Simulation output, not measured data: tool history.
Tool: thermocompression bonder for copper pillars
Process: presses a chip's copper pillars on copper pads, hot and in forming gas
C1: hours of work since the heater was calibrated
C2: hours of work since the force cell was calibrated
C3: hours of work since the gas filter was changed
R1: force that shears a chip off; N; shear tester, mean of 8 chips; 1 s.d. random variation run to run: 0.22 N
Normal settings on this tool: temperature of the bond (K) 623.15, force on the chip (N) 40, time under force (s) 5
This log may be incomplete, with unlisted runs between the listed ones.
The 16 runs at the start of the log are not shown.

Run 17, day 7.046: usual settings but time under force (s) 4; C1 85; C2 123; C3 85. Result: R1 85 N.
Run 18, day 7.638: usual settings but time under force (s) 4; C1 92; C2 130; C3 92. Result: R1 85.2 N.
Run 19, day 7.892: usual settings; C1 95; C2 133; C3 95. Result: R1 91 N.
Run 20, day 8.204: usual settings but temperature of the bond (K) 631.15, force on the chip (N) 48, time under force (s) 15; C1 98; C2 136; C3 98. Result: R1 123.7 N.
At day 8.296: force cell calibrated.
Run 21, day 8.854: usual settings but temperature of the bond (K) 608.15, force on the chip (N) 31, time under force (s) 14; C1 105; C2 6; C3 105. Result: R1 92.6 N.
Run 22, day 9.338: usual settings but temperature of the bond (K) 639.15, force on the chip (N) 43; C1 110; C2 12; C3 110. Result: R1 102.4 N.
Run 23, day 9.862: usual settings but temperature of the bond (K) 629.15, force on the chip (N) 46, time under force (s) 6; C1 116; C2 17; C3 116. Result: R1 105 N.
Run 24, day 10.383: usual settings but temperature of the bond (K) 606.15, force on the chip (N) 25, time under force (s) 8; C1 122; C2 23; C3 122. Result: R1 65.5 N.
At day 11: force cell calibrated, once more.
Run 25, day 11.025: usual settings but temperature of the bond (K) 606.15, force on the chip (N) 25, time under force (s) 8; C1 128; C2 0; C3 128. Result: R1 65.6 N.
Run 26, day 11.571: usual settings but temperature of the bond (K) 606.15, force on the chip (N) 37, time under force (s) 14; C1 134; C2 6; C3 134. Result: R1 100.8 N.
Run 27, day 12.162: usual settings but temperature of the bond (K) 606.15, force on the chip (N) 37, time under force (s) 14; C1 141; C2 13; C3 141. Result: R1 101.6 N.
Run 28, day 12.729: usual settings but temperature of the bond (K) 648.15, force on the chip (N) 24, time under force (s) 9; C1 147; C2 19; C3 147. Result: R1 87.4 N.
Run 29, day 13.1: usual settings but temperature of the bond (K) 613.15, force on the chip (N) 37, time under force (s) 3; C1 151; C2 23; C3 151. Result: R1 67.8 N.
Run 30, day 13.367: usual settings but temperature of the bond (K) 613.15, force on the chip (N) 29, time under force (s) 3; C1 154; C2 26; C3 154. Result: R1 54.9 N.
Run 31, day 13.883: usual settings but temperature of the bond (K) 624.15, force on the chip (N) 27, time under force (s) 11; C1 160; C2 32; C3 160. Result: R1 86.6 N.
Run 32, day 14.338: usual settings but temperature of the bond (K) 604.15, force on the chip (N) 33; C1 165; C2 37; C3 165. Result: R1 68.6 N.
Run 33, day 14.633: usual settings but temperature of the bond (K) 604.15, force on the chip (N) 33; C1 168; C2 40; C3 168. Result: R1 68.7 N.
Run 34, day 15.188: usual settings but temperature of the bond (K) 604.15, force on the chip (N) 33; C1 174; C2 47; C3 174. Result: R1 68.7 N.
Run 35, day 15.554: usual settings but temperature of the bond (K) 608.15, force on the chip (N) 33; C1 178; C2 51; C3 178. Result: R1 70.8 N.
Run 36, day 15.858: usual settings but temperature of the bond (K) 608.15, force on the chip (N) 56; C1 182; C2 54; C3 182. Result: R1 100.2 N.
Run 37, day 16.133: usual settings but temperature of the bond (K) 608.15, force on the chip (N) 56; C1 185; C2 57; C3 185. Result: R1 100.2 N.
Run 38, day 16.492: usual settings but temperature of the bond (K) 643.15, force on the chip (N) 30, time under force (s) 14; C1 189; C2 61; C3 189. Result: R1 106.5 N.

Each row is a separate what-if for the run after 38, all from the same tool condition, not one after another. Results?
Run A, day 17.05: usual settings but force on the chip (N) 42, time under force (s) 4; C1 195; C2 67; C3 195. Result: R1 ?.
Run B, day 17.05: usual settings but temperature of the bond (K) 643.15, force on the chip (N) 30, time under force (s) 6; C1 195; C2 67; C3 195. Result: R1 ?.
Run C, day 17.05: usual settings but temperature of the bond (K) 634.15, force on the chip (N) 41, time under force (s) 11; C1 195; C2 67; C3 195. Result: R1 ?.
Run D, day 17.05: usual settings but temperature of the bond (K) 643.15, force on the chip (N) 26, time under force (s) 6; C1 195; C2 67; C3 195. Result: R1 ?.
Run E, day 17.05: usual settings but temperature of the bond (K) 606.15, force on the chip (N) 34; C1 195; C2 67; C3 195. Result: R1 ?.

run     R1
  A   87.1
  B   86.9
  C  112.9
  D   79.1
  E   71.1
Without the tool's unlogged condition, the same runs would have read:
run     R1
  A   90.4
  B   90.3
  C  117.2
  D   82.1
  E   73.7
